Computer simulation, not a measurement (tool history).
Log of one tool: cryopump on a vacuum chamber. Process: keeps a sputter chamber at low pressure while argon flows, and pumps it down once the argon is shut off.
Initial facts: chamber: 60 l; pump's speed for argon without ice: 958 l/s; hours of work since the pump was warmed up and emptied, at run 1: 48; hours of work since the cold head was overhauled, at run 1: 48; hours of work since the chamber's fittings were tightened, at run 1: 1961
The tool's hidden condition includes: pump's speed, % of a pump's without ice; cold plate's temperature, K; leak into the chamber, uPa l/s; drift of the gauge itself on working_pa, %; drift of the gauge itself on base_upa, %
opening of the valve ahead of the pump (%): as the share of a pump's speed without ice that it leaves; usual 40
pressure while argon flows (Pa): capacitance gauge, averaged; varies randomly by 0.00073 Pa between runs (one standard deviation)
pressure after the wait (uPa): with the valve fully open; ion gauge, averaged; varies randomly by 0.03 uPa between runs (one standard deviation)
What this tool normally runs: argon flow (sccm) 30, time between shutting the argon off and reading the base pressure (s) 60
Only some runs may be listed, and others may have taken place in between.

run,hour,argon flow (sccm),time between shutting the argon off and reading the base pressure (s),opening of the valve ahead of the pump (%),hours of work since the pump was warmed up and emptied,hours of work since the cold head was overhauled,hours of work since the chamber's fittings were tightened,pressure while argon flows (Pa),pressure after the wait (uPa)
1,0,30,60,40,48,48,1961,0.1343,3.79
2,19.1,30,60,40,59,59,1973,0.1335,3.76
3,32.5,30,60,40,67,67,1981,0.1336,3.83
4,52.5,30,60,40,80,80,1993,0.1334,3.9
5,70.4,30,60,40,90,90,2004,0.1349,3.8
6,85.1,30,60,27,99,99,2013,0.1987,3.8
7,104.2,30,68,27,111,111,2025,0.1988,3.68
8,120,29,132,19,121,121,2034,0.2699,3.27
9,131.4,20,29,40,128,128,2041,0.0889,5.14
10,145.1,30,57,57,136,136,2049,0.095,4.07
11,153.6,30,57,57,141,141,2055,0.0961,3.98
12,161.8,30,57,57,146,146,2060,0.0958,4.03
13,181.5,55,37,57,158,158,2072,0.1759,4.69
14,190.4,55,58,35,164,164,2077,0.2833,3.99

Below, some changes in pressure while argon flows (Pa) between adjacent runs. For each, the amount present without the hidden state too (settings, incoming material, random variation) and the amount remaining for the hidden state with gauge scatter not shared by both compared results:
Run 8 -> 9: argon flow (sccm) 29 -> 20, time between shutting the argon off and reading the base pressure (s) 132 -> 29, opening of the valve ahead of the pump (%) 19 -> 40. pressure while argon flows (Pa) -0.181: hidden state -0.0006, all else -0.1804.
Run 12 -> 13: argon flow (sccm) 30 -> 55, time between shutting the argon off and reading the base pressure (s) 57 -> 37. pressure while argon flows (Pa) +0.0801: hidden state +0.0027, all else +0.0774.
